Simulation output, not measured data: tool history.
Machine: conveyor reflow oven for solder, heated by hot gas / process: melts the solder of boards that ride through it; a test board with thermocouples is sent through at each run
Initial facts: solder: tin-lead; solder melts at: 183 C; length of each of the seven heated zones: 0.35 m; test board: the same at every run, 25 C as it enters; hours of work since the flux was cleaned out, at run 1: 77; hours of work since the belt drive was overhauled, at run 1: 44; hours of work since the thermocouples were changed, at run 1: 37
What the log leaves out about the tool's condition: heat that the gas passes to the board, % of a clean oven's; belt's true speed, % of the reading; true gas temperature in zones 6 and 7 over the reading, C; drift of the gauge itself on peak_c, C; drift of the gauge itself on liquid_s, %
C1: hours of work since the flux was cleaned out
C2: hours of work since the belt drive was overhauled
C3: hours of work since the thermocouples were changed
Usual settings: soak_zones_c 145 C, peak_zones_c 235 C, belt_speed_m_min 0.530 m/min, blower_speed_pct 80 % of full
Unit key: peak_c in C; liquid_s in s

{"run": 1, "hour": 0.0, "soak_zones_c": 145, "peak_zones_c": 235, "belt_speed_m_min": 0.53, "blower_speed_pct": 80, "C1": 77, "C2": 44, "C3": 37, "peak_c": 221.5, "liquid_s": 65.6}
{"run": 2, "hour": 6.3, "soak_zones_c": 145, "peak_zones_c": 235, "belt_speed_m_min": 0.53, "blower_speed_pct": 80, "C1": 80, "C2": 47, "C3": 40, "peak_c": 220.5, "liquid_s": 65.2}
{"run": 3, "hour": 11.4, "soak_zones_c": 145, "peak_zones_c": 235, "belt_speed_m_min": 0.53, "blower_speed_pct": 80, "C1": 82, "C2": 49, "C3": 43, "peak_c": 221.0, "liquid_s": 65.5}
{"run": 4, "hour": 19.1, "soak_zones_c": 145, "peak_zones_c": 235, "belt_speed_m_min": 0.53, "blower_speed_pct": 80, "C1": 86, "C2": 53, "C3": 47, "peak_c": 221.4, "liquid_s": 64.8}
{"run": 5, "hour": 27.2, "soak_zones_c": 145, "peak_zones_c": 235, "belt_speed_m_min": 0.53, "blower_speed_pct": 80, "C1": 90, "C2": 57, "C3": 51, "peak_c": 220.5, "liquid_s": 65.3}
{"run": 6, "hour": 32.1, "soak_zones_c": 145, "peak_zones_c": 235, "belt_speed_m_min": 0.555, "blower_speed_pct": 80, "C1": 93, "C2": 60, "C3": 53, "peak_c": 220.0, "liquid_s": 62.3}
{"run": 7, "hour": 37.0, "soak_zones_c": 145, "peak_zones_c": 235, "belt_speed_m_min": 0.555, "blower_speed_pct": 80, "C1": 95, "C2": 62, "C3": 56, "peak_c": 219.2, "liquid_s": 61.5}
{"run": 8, "hour": 43.9, "soak_zones_c": 145, "peak_zones_c": 235, "belt_speed_m_min": 0.555, "blower_speed_pct": 80, "C1": 98, "C2": 66, "C3": 59, "peak_c": 219.8, "liquid_s": 61.3}
{"run": 9, "hour": 52.9, "soak_zones_c": 145, "peak_zones_c": 235, "belt_speed_m_min": 0.555, "blower_speed_pct": 80, "C1": 103, "C2": 70, "C3": 63, "peak_c": 220.0, "liquid_s": 61.2}
{"run": 10, "hour": 58.7, "soak_zones_c": 145, "peak_zones_c": 235, "belt_speed_m_min": 0.555, "blower_speed_pct": 80, "C1": 106, "C2": 73, "C3": 66, "peak_c": 219.5, "liquid_s": 61.1}
{"run": 11, "hour": 66.2, "soak_zones_c": 145, "peak_zones_c": 235, "belt_speed_m_min": 0.582, "blower_speed_pct": 80, "C1": 109, "C2": 77, "C3": 70, "peak_c": 217.8, "liquid_s": 57.1}
{"run": 12, "hour": 76.1, "soak_zones_c": 145, "peak_zones_c": 235, "belt_speed_m_min": 0.549, "blower_speed_pct": 57, "C1": 114, "C2": 82, "C3": 75, "peak_c": 216.4, "liquid_s": 58.8}
{"run": 13, "hour": 82.1, "soak_zones_c": 145, "peak_zones_c": 235, "belt_speed_m_min": 0.53, "blower_speed_pct": 54, "C1": 117, "C2": 84, "C3": 78, "peak_c": 217.1, "liquid_s": 61.6}
{"run": 14, "hour": 88.3, "soak_zones_c": 158, "peak_zones_c": 238, "belt_speed_m_min": 0.533, "blower_speed_pct": 76, "C1": 120, "C2": 88, "C3": 81, "peak_c": 224.6, "liquid_s": 73.3}
{"run": 15, "hour": 97.8, "soak_zones_c": 158, "peak_zones_c": 250, "belt_speed_m_min": 0.533, "blower_speed_pct": 87, "C1": 125, "C2": 92, "C3": 86, "peak_c": 237.3, "liquid_s": 78.5}
{"run": 16, "hour": 104.7, "soak_zones_c": 134, "peak_zones_c": 250, "belt_speed_m_min": 0.533, "blower_speed_pct": 89, "C1": 129, "C2": 96, "C3": 89, "peak_c": 234.2, "liquid_s": 68.7}
{"run": 17, "hour": 112.7, "soak_zones_c": 145, "peak_zones_c": 235, "belt_speed_m_min": 0.53, "blower_speed_pct": 87, "C1": 133, "C2": 100, "C3": 93, "peak_c": 221.6, "liquid_s": 66.5}
{"run": 18, "hour": 120.4, "soak_zones_c": 145, "peak_zones_c": 236, "belt_speed_m_min": 0.516, "blower_speed_pct": 84, "C1": 136, "C2": 103, "C3": 97, "peak_c": 222.8, "liquid_s": 68.5}
{"run": 19, "hour": 125.7, "soak_zones_c": 145, "peak_zones_c": 236, "belt_speed_m_min": 0.516, "blower_speed_pct": 84, "C1": 139, "C2": 106, "C3": 100, "peak_c": 222.8, "liquid_s": 68.9}
{"run": 20, "hour": 130.1, "soak_zones_c": 155, "peak_zones_c": 235, "belt_speed_m_min": 0.53, "blower_speed_pct": 67, "C1": 141, "C2": 108, "C3": 102, "peak_c": 221.4, "liquid_s": 69.5}

Results for each run, recomputed without the tool's hidden state and with each run's random variation untouched:
run=1 peak_c=222.3 liquid_s=66.1
run=2 peak_c=221.3 liquid_s=65.6
run=3 peak_c=221.8 liquid_s=66.0
run=4 peak_c=222.1 liquid_s=65.3
run=5 peak_c=221.3 liquid_s=65.8
run=6 peak_c=220.8 liquid_s=62.8
run=7 peak_c=220.1 liquid_s=62.0
run=8 peak_c=220.6 liquid_s=61.8
run=9 peak_c=220.8 liquid_s=61.7
run=10 peak_c=220.4 liquid_s=61.6
run=11 peak_c=218.6 liquid_s=57.7
run=12 peak_c=217.2 liquid_s=59.4
run=13 peak_c=217.9 liquid_s=62.2
run=14 peak_c=225.4 liquid_s=73.6
run=15 peak_c=238.2 liquid_s=78.6
run=16 peak_c=235.2 liquid_s=69.1
run=17 peak_c=222.4 liquid_s=67.0
run=18 peak_c=223.7 liquid_s=69.0
run=19 peak_c=223.7 liquid_s=69.4
run=20 peak_c=222.2 liquid_s=69.9

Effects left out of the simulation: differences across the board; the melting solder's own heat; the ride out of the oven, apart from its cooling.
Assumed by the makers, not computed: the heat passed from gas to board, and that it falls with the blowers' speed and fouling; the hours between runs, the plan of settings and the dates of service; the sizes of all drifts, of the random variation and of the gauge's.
